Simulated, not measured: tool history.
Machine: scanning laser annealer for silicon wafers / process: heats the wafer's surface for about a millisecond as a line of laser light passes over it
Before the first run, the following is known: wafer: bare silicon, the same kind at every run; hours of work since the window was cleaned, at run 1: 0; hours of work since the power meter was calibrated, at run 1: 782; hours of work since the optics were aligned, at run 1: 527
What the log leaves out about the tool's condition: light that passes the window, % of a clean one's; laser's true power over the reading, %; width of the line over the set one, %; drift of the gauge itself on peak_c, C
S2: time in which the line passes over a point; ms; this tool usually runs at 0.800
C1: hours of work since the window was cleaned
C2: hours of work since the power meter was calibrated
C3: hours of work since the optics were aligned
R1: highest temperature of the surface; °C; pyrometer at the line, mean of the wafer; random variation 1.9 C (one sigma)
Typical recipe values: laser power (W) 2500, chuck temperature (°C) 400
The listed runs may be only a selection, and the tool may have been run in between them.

Run 1, hour 0.0: usual settings; C1 0; C2 782; C3 527. Result: R1 1214 °C.
Run 2, hour 60.4: usual settings; C1 41; C2 823; C3 568. Result: R1 1211 °C.
Run 3, hour 107.3: usual settings; C1 73; C2 855; C3 600. Result: R1 1207 °C.
Run 4, hour 161.8: usual settings but chuck temperature (°C) 406; C1 111; C2 892; C3 637. Result: R1 1212 °C.
Run 5, hour 219.5: usual settings; C1 150; C2 932; C3 677. Result: R1 1199 °C.
Run 6, hour 296.8: usual settings; C1 203; C2 984; C3 730. Result: R1 1195 °C.
Run 7, hour 352.0: usual settings but chuck temperature (°C) 417; C1 241; C2 1022; C3 768. Result: R1 1210 °C.
Run 8, hour 405.3: usual settings but chuck temperature (°C) 417; C1 277; C2 1059; C3 804. Result: R1 1207 °C.
Run 9, hour 478.1: usual settings but chuck temperature (°C) 417; C1 327; C2 1108; C3 854. Result: R1 1198 °C.
Run 10, hour 511.5: usual settings but S2 0.858 ms; C1 350; C2 1131; C3 877. Result: R1 1216 °C.
Run 11, hour 584.9: usual settings but S2 0.858 ms; C1 400; C2 1181; C3 927. Result: R1 1211 °C.
Run 12, hour 622.6: usual settings but laser power (W) 2488, S2 0.858 ms; C1 426; C2 1207; C3 953. Result: R1 1201 °C.
At hour 627.9: window over the wafer cleaned.
At hour 644.3: optics aligned, line set to its width.
Run 13, hour 705.3: usual settings but laser power (W) 2488, S2 0.858 ms; C1 49; C2 1259; C3 42. Result: R1 1203 °C.
Run 14, hour 758.1: usual settings but laser power (W) 2488, S2 0.858 ms; C1 86; C2 1295; C3 78. Result: R1 1199 °C.
Run 15, hour 811.4: usual settings but laser power (W) 2442, S2 0.799 ms, chuck temperature (°C) 427; C1 122; C2 1332; C3 114. Result: R1 1178 °C.
Run 16, hour 877.1: usual settings but laser power (W) 2442, S2 0.799 ms, chuck temperature (°C) 427; C1 167; C2 1376; C3 159. Result: R1 1170 °C.
Run 17, hour 951.1: usual settings but laser power (W) 2300, S2 0.608 ms; C1 218; C2 1427; C3 210. Result: R1 1002 °C.
At hour 977.1: window over the wafer cleaned, once more.
Run 18, hour 1022.8: usual settings but laser power (W) 2300, S2 0.608 ms; C1 31; C2 1475; C3 257. Result: R1 1046 °C.
Run 19, hour 1066.3: usual settings but laser power (W) 2160, S2 0.914 ms, chuck temperature (°C) 376; C1 61; C2 1504; C3 287. Result: R1 1131 °C.
Run 20, hour 1140.1: usual settings but laser power (W) 2322, chuck temperature (°C) 378; C1 111; C2 1555; C3 338. Result: R1 1125 °C.
Run 21, hour 1201.4: usual settings but chuck temperature (°C) 425; C1 153; C2 1597; C3 380. Result: R1 1227 °C.
Run 22, hour 1259.9: usual settings but chuck temperature (°C) 425; C1 193; C2 1637; C3 420. Result: R1 1224 °C.
Run 23, hour 1335.4: usual settings but laser power (W) 2223, chuck temperature (°C) 368; C1 245; C2 1688; C3 471. Result: R1 1072 °C.
Run 24, hour 1381.3: usual settings but laser power (W) 2223, chuck temperature (°C) 368; C1 276; C2 1720; C3 503. Result: R1 1069 °C.
Run 25, hour 1417.8: usual settings but S2 0.585 ms, chuck temperature (°C) 380; C1 301; C2 1745; C3 528. Result: R1 1044 °C.

What if the next run were any one of these 3? Each begins from the tool's condition after run 25:
Run A, hour 1458.2: usual settings but laser power (W) 2475, S2 0.750 ms, chuck temperature (°C) 368; C1 329; C2 1772; C3 555. Result: R1 ?.
Run B, hour 1458.2: usual settings but laser power (W) 2182, S2 0.971 ms, chuck temperature (°C) 402; C1 329; C2 1772; C3 555. Result: R1 ?.
Run C, hour 1458.2: usual settings but laser power (W) 2739, S2 0.566 ms, chuck temperature (°C) 434; C1 329; C2 1772; C3 555. Result: R1 ?.

run    R1
  A  1120
  B  1164
  C  1145
Without the tool's unlogged condition, the same runs would have read:
run    R1
  A  1150
  B  1194
  C  1173

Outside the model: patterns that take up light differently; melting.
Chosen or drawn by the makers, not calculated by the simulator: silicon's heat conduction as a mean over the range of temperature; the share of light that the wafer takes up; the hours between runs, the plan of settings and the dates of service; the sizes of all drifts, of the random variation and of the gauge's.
